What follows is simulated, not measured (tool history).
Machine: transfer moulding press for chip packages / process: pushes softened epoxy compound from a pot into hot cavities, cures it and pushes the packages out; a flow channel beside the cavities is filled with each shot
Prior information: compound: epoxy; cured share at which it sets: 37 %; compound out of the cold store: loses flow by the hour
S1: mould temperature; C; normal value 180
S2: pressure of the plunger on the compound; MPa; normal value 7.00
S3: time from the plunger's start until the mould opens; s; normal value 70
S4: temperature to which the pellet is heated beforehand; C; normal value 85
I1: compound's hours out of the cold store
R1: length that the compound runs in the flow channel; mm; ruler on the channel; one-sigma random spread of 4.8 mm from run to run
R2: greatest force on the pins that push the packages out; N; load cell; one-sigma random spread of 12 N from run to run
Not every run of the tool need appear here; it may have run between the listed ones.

run   hour   S1    S2  S3  S4    I1   R1    R2
  1    0.0  180  7.00  70  85  27.4  462   661
  2   15.9  180  7.00  70  85  34.6  436   849
  3   35.4  180  7.00  70  85  34.8  426  1057
      44.3  -- cavities cleaned with cleaning compound and waxed
  4   46.4  180  7.00  70  85  11.7  484   701
  5   58.7  180  7.00  70  85  43.1  416   772
      66.1  -- plunger's sealing rings changed
  6   79.4  180  5.54  70  85  20.4  445  1050
      93.8  -- cavities cleaned with cleaning compound and waxed
  7   93.9  180  5.54  80  93  18.2  462   518
  8  106.4  187  7.00  70  85  34.5  471   660
  9  117.9  187  7.00  70  85  22.7  494   734
 10  129.8  187  7.00  70  85  16.8  502   854
     141.1  -- cavities cleaned with cleaning compound and waxed
 11  148.6  185  6.56  70  85  21.6  469   623
 12  167.6  179  6.56  70  85  27.4  469   971

Here are 5 independent what-if runs from the current tool condition. What would each one return?
  A  185.8  179  6.05  70  85  32.0   ?   ?
  B  185.8  180  7.00  70  95  26.3   ?   ?
  C  185.8  187  6.56  93  77  17.0   ?   ?
  D  185.8  186  6.56  68  79  15.4   ?   ?
  E  185.8  174  7.00  70  85  34.2   ?   ?

run   R1    R2
  A  437  1157
  B  477  1099
  C  480   827
  D  477   932
  E  462  1484
With the hidden condition removed and each run's random variation left untouched, the same runs would have given:
run   R1   R2
  A  454  635
  B  496  601
  C  499  454
  D  496  515
  E  480  811

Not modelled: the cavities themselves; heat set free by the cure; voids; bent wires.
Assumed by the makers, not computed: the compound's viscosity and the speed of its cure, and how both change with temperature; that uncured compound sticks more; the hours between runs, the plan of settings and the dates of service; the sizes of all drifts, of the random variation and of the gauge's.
